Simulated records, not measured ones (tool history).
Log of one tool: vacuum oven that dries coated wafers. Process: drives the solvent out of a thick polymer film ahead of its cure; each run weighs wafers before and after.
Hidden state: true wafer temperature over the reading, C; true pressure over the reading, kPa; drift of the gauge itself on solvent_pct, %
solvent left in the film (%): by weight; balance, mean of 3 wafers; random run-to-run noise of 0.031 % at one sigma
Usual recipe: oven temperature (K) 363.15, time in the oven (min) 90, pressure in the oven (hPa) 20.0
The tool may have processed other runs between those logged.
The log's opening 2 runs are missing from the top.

run	hour	oven temperature (K)	time in the oven (min)	pressure in the oven (hPa)	hours of work since the thermocouples were calibrated	hours of work since the vacuum gauge was cleaned of residue	solvent left in the film (%)
3	61.7	363.15	90	20.0	218	536	2.65
4	98.4	363.15	60	20.0	239	557	3.77
5	123.3	363.15	90	20.0	253	571	2.66
6	147.7	363.15	90	20.0	267	584	2.65
7	181.6	363.15	102	20.0	286	603	2.46
8	201.5	349.15	90	20.0	297	615	6.86
9	224.8	372.15	90	20.0	310	628	1.62
10	259.6	372.15	90	20.5	329	647	1.61
11	280.2	363.15	90	13.1	341	659	1.99
12	316.8	363.15	50	20.0	362	679	4.43
13	354.4	363.15	50	20.0	383	700	4.52
14	395.6	360.15	90	20.0	406	723	3.25
15	414.6	363.15	90	20.0	416	734	2.64
16	441.6	363.15	90	20.0	432	749	2.66
17	459.7	363.15	90	20.0	442	759	2.64
18	481.5	363.15	90	20.0	454	772	2.60
19	501.2	363.15	72	20.0	465	783	3.20
20	530.2	363.15	72	20.0	481	799	3.18
21	555.5	363.15	72	20.0	496	813	3.14
22	587.9	363.15	72	20.0	514	831	3.10
23	604.6	363.15	90	20.0	523	841	2.62
24	629.2	363.15	126	14.5	537	855	1.70

For run 25, what comes out?
25	649.2	363.15	126	14.5	548	866	?

solvent left in the film (%): 1.70
Without the tool's hidden state the same run would have given solvent left in the film (%) 1.66.

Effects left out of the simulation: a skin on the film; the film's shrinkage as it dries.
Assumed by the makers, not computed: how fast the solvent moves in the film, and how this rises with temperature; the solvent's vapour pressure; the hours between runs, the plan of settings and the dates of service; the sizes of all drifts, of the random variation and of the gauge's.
